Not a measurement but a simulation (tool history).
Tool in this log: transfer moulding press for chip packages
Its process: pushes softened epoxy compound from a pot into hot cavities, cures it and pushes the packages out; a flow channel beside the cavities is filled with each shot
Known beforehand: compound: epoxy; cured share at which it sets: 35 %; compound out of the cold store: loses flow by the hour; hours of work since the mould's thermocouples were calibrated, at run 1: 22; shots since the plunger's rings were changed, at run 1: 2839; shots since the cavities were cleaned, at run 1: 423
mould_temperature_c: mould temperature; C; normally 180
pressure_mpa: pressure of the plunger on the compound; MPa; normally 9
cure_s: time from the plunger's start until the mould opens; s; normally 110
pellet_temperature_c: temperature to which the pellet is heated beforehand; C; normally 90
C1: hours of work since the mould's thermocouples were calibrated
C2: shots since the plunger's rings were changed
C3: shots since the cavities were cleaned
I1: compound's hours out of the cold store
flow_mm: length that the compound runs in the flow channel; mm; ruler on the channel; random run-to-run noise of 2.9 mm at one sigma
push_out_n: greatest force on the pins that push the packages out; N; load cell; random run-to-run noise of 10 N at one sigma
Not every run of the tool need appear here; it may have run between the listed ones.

Run 1, day 0: usual settings; C1 22; C2 2839; C3 423; I1 39.3. Result: flow_mm 758 mm, push_out_n 725 N.
Run 2, day 0.6: usual settings; C1 28; C2 2943; C3 527; I1 10.5. Result: flow_mm 839 mm, push_out_n 819 N.
Run 3, day 1.104: usual settings; C1 33; C2 3030; C3 614; I1 30. Result: flow_mm 774 mm, push_out_n 832 N.
Run 4, day 1.571: usual settings; C1 38; C2 3112; C3 696; I1 27.7. Result: flow_mm 789 mm, push_out_n 847 N.
Run 5, day 1.862: usual settings but mould_temperature_c 173 C; C1 40; C2 3162; C3 746; I1 21.5. Result: flow_mm 820 mm, push_out_n 1346 N.
Run 6, day 2.367: usual settings but mould_temperature_c 173 C; C1 45; C2 3249; C3 833; I1 39.6. Result: flow_mm 774 mm, push_out_n 1337 N.
Run 7, day 2.892: usual settings but mould_temperature_c 183 C; C1 50; C2 3341; C3 925; I1 34.7. Result: flow_mm 759 mm, push_out_n 855 N.
Run 8, day 3.338: usual settings but mould_temperature_c 183 C; C1 55; C2 3418; C3 1002; I1 18.3. Result: flow_mm 803 mm, push_out_n 871 N.
Run 9, day 3.817: usual settings but mould_temperature_c 183 C; C1 59; C2 3500; C3 1084; I1 31.9. Result: flow_mm 755 mm, push_out_n 886 N.
At day 3.967: cavities cleaned with cleaning compound and waxed.
Run 10, day 4.492: usual settings but mould_temperature_c 183 C; C1 65; C2 3607; C3 91; I1 11.3. Result: flow_mm 830 mm, push_out_n 993 N.
Run 11, day 5.042: usual settings but mould_temperature_c 183 C; C1 70; C2 3702; C3 186; I1 10.7. Result: flow_mm 826 mm, push_out_n 1014 N.
At day 5.321: cavities cleaned with cleaning compound and waxed, once more.
Run 12, day 5.712: usual settings but mould_temperature_c 183 C; C1 76; C2 3807; C3 67; I1 29.1. Result: flow_mm 766 mm, push_out_n 492 N.
Run 13, day 5.971: usual settings; C1 79; C2 3853; C3 113; I1 9.8. Result: flow_mm 840 mm, push_out_n 610 N.
Run 14, day 6.233: usual settings; C1 81; C2 3898; C3 158; I1 32.2. Result: flow_mm 768 mm, push_out_n 607 N.
Run 15, day 6.575: usual settings but cure_s 127 s; C1 85; C2 3957; C3 217; I1 33.2. Result: flow_mm 763 mm, push_out_n 559 N.
Run 16, day 6.9: usual settings but cure_s 127 s; C1 88; C2 4014; C3 274; I1 39.3. Result: flow_mm 745 mm, push_out_n 564 N.
Run 17, day 7.417: usual settings but cure_s 127 s; C1 93; C2 4103; C3 363; I1 23.8. Result: flow_mm 787 mm, push_out_n 671 N.
Run 18, day 8.029: usual settings but mould_temperature_c 183 C, pressure_mpa 7.19 MPa, cure_s 103 s, pellet_temperature_c 97 C; C1 99; C2 4209; C3 469; I1 17.3. Result: flow_mm 717 mm, push_out_n 736 N.
Run 19, day 8.346: usual settings but pressure_mpa 6.95 MPa, cure_s 123 s, pellet_temperature_c 85 C; C1 102; C2 4264; C3 524; I1 24.7. Result: flow_mm 689 mm, push_out_n 752 N.
Run 20, day 8.662: usual settings but pressure_mpa 6.95 MPa, cure_s 123 s, pellet_temperature_c 85 C; C1 105; C2 4319; C3 579; I1 18.1. Result: flow_mm 711 mm, push_out_n 743 N.
At day 9.179: plunger's sealing rings changed.
Run 21, day 9.325: usual settings but mould_temperature_c 177 C, pressure_mpa 6.95 MPa, cure_s 103 s, pellet_temperature_c 85 C; C1 110; C2 25; C3 676; I1 34.5. Result: flow_mm 700 mm, push_out_n 1144 N.
Run 22, day 9.608: usual settings but pressure_mpa 7.05 MPa, cure_s 93 s; C1 113; C2 74; C3 725; I1 40.7. Result: flow_mm 681 mm, push_out_n 1162 N.
Run 23, day 9.979: usual settings but mould_temperature_c 175 C, cure_s 115 s; C1 116; C2 138; C3 789; I1 34.6. Result: flow_mm 806 mm, push_out_n 1093 N.
Run 24, day 10.538: usual settings but mould_temperature_c 182 C; C1 122; C2 235; C3 886; I1 46.7. Result: flow_mm 746 mm, push_out_n 833 N.
Run 25, day 10.854: usual settings but cure_s 102 s; C1 125; C2 290; C3 941; I1 27.8. Result: flow_mm 803 mm, push_out_n 1043 N.
Run 26, day 11.171: usual settings but cure_s 125 s; C1 128; C2 344; C3 995; I1 35.6. Result: flow_mm 784 mm, push_out_n 824 N.
Run 27, day 11.483: usual settings but cure_s 125 s; C1 131; C2 399; C3 1050; I1 37.5. Result: flow_mm 774 mm, push_out_n 859 N.
At day 11.829: cavities cleaned with cleaning compound and waxed.
Run 28, day 11.829: usual settings but pressure_mpa 9.3 MPa, cure_s 125 s, pellet_temperature_c 94 C; C1 134; C2 448; C3 0; I1 8.2. Result: flow_mm 888 mm, push_out_n 442 N.

Results for each run, recomputed without the tool's hidden state and with each run's random variation untouched:
What the log doesn't record here: true mould temperature over the reading, C; pressure that reaches the compound, % of what is set; grip of the stained cavities, % over clean ones'; drift of the gauge itself on flow_mm, %; drift of the gauge itself on push_out_n, %.
run  flow_mm  push_out_n
  1      779         479
  2      863         508
  3      797         496
  4      813         488
  5      845         759
  6      799         730
  7      784         459
  8      830         455
  9      781         452
 10      859         455
 11      855         464
 12      795         441
 13      871         517
 14      797         490
 15      793         425
 16      774         408
 17      819         456
 18      746         466
 19      718         462
 20      741         443
 21      700         649
 22      681         648
 23      807         595
 24      747         442
 25      805         547
 26      786         423
 27      777         438
 28      891         435
